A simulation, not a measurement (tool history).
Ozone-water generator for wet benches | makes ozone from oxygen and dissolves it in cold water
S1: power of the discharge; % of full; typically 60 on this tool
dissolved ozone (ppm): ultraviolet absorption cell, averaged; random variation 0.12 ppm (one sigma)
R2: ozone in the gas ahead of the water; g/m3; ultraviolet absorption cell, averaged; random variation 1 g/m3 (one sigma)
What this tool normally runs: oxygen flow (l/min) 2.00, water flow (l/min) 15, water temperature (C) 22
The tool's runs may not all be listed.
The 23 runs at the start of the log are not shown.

run 24 hour=1383.7 | S1=44 oxygen_flow_(l/min)=1.48 water_flow_(l/min)=23 water_temperature_(C)=16 | dissolved_ozone_(ppm)=4.6 R2=157.5
run 25 hour=1456.1 | S1=53 oxygen_flow_(l/min)=1.48 water_flow_(l/min)=12 water_temperature_(C)=16 | dissolved_ozone_(ppm)=10.9 R2=176.5
run 26 hour=1537.0 | S1=60 oxygen_flow_(l/min)=2.00 water_flow_(l/min)=10 water_temperature_(C)=22 | dissolved_ozone_(ppm)=14.1 R2=172.3
run 27 hour=1608.5 | S1=60 oxygen_flow_(l/min)=2.00 water_flow_(l/min)=10 water_temperature_(C)=22 | dissolved_ozone_(ppm)=14.5 R2=169.7
run 28 hour=1680.9 | S1=60 oxygen_flow_(l/min)=2.00 water_flow_(l/min)=10 water_temperature_(C)=22 | dissolved_ozone_(ppm)=14.2 R2=169.5
run 29 hour=1750.2 | S1=60 oxygen_flow_(l/min)=3.35 water_flow_(l/min)=15 water_temperature_(C)=18 | dissolved_ozone_(ppm)=11.7 R2=142.6
run 30 hour=1833.2 | S1=98 oxygen_flow_(l/min)=1.52 water_flow_(l/min)=15 water_temperature_(C)=18 | dissolved_ozone_(ppm)=12.5 R2=249.8
run 31 hour=1882.7 | S1=98 oxygen_flow_(l/min)=1.52 water_flow_(l/min)=15 water_temperature_(C)=18 | dissolved_ozone_(ppm)=12.2 R2=252.0

For run 32, what comes out?
run 32 hour=1948.9 | S1=98 oxygen_flow_(l/min)=1.52 water_flow_(l/min)=15 water_temperature_(C)=18 | dissolved_ozone_(ppm)=? R2=?

dissolved ozone (ppm): 12.3
R2: 249.9 g/m3
If the tool had no hidden condition, the same run with the same run-to-run variation would have returned dissolved ozone (ppm) 12.4, R2 256.9 g/m3.

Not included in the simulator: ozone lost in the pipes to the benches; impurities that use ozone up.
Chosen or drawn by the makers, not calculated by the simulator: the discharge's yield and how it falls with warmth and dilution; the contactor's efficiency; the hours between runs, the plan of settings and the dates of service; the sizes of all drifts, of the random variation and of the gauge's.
